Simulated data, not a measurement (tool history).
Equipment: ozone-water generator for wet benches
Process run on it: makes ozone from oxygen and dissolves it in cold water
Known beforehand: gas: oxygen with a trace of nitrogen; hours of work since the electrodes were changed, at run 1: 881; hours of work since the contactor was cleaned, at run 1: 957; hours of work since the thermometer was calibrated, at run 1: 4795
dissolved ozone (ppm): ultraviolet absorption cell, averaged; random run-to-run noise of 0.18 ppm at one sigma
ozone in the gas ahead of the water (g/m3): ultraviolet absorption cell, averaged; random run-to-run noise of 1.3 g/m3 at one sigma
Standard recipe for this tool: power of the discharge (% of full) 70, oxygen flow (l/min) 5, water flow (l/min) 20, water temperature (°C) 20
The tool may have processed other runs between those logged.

run   hour  power of the discharge (% of full)  oxygen flow (l/min)  water flow (l/min)  water temperature (°C)  hours of work since the electrodes were changed  hours of work since the contactor was cleaned  hours of work since the thermometer was calibrated  dissolved ozone (ppm)  ozone in the gas ahead of the water (g/m3)
  1      0                                  70                    5                  20                      20                                              881                                            957                                                4795                   25.3                                       239.5
  2   33.9                                  70                    5                  13                      20                                              910                                            987                                                4824                   33.7                                       238.3
  3   83.4                                  70                    5                  13                      20                                              953                                           1030                                                4867                   34.1                                       238.3
  4    118                                  70                    5                  13                      20                                              983                                           1060                                                4897                   33.6                                       239.7
  5  174.7                                  46                    5                  20                      20                                             1033                                           1109                                                4947                   20.2                                       193.3
  6  204.7                                  46                    5                  20                      20                                             1059                                           1135                                                4973                   20.4                                       193.9
     245.7  -- water thermometer calibrated
  7  247.4                                  46                    5                  20                      20                                             1095                                           1172                                                   1                   20.3                                       191.3
  8  278.7                                  70                 3.41                  20                      20                                             1123                                           1199                                                  29                   23.2                                       274.3
  9  323.8                                  70                 3.41                  20                      20                                             1162                                           1238                                                  68                   22.8                                         270
 10  360.3                                  71                    5                  15                      20                                             1193                                           1270                                                 100                   31.3                                       238.7
 11  400.2                                  71                    5                  15                      20                                             1228                                           1305                                                 134                   30.9                                         241
 12  434.2                                  70                 5.15                  21                      20                                             1258                                           1334                                                 164                   24.5                                         236
 13  484.1                                  70                    5                  20                      20                                             1301                                           1378                                                 207                   25.1                                       235.5
 14  543.4                                  70                    5                  20                      20                                             1353                                           1429                                                 259                   25.1                                       237.8
 15  601.3                                  51                 6.42                  25                      13                                             1403                                           1480                                                 309                   20.9                                       183.7

What if the next run were any one of these 5? Each begins from the tool's condition after run 15:
     605.5  -- water thermometer calibrated, once more
  A  631.3                                  58                 6.42                  25                      13                                             1429                                           1505                                                  22                      ?                                           ?
     605.5  -- water thermometer calibrated, once more
  B  631.3                                  95                 6.27                  25                      14                                             1429                                           1505                                                  22                      ?                                           ?
     605.5  -- water thermometer calibrated, once more
  C  631.3                                  51                 7.45                  21                      13                                             1429                                           1505                                                  22                      ?                                           ?
     605.5  -- water thermometer calibrated, once more
  D  631.3                                  70                    5                  12                      20                                             1429                                           1505                                                  22                      ?                                           ?
     605.5  -- water thermometer calibrated, once more
  E  631.3                                  77                 6.42                  25                      13                                             1429                                           1505                                                  22                      ?                                           ?

run  dissolved ozone (ppm)  ozone in the gas ahead of the water (g/m3)
  A                   22.6                                       197.4
  B                   28.4                                       257.5
  C                   24.5                                       176.3
  D                   35.7                                       235.6
  E                   26.1                                       229.1
With no hidden state in the tool, these same runs would have given:
run  dissolved ozone (ppm)  ozone in the gas ahead of the water (g/m3)
  A                   22.9                                         199
  B                   28.8                                       260.1
  C                   24.8                                       177.6
  D                   36.2                                       237.7
  E                   26.5                                       231.2
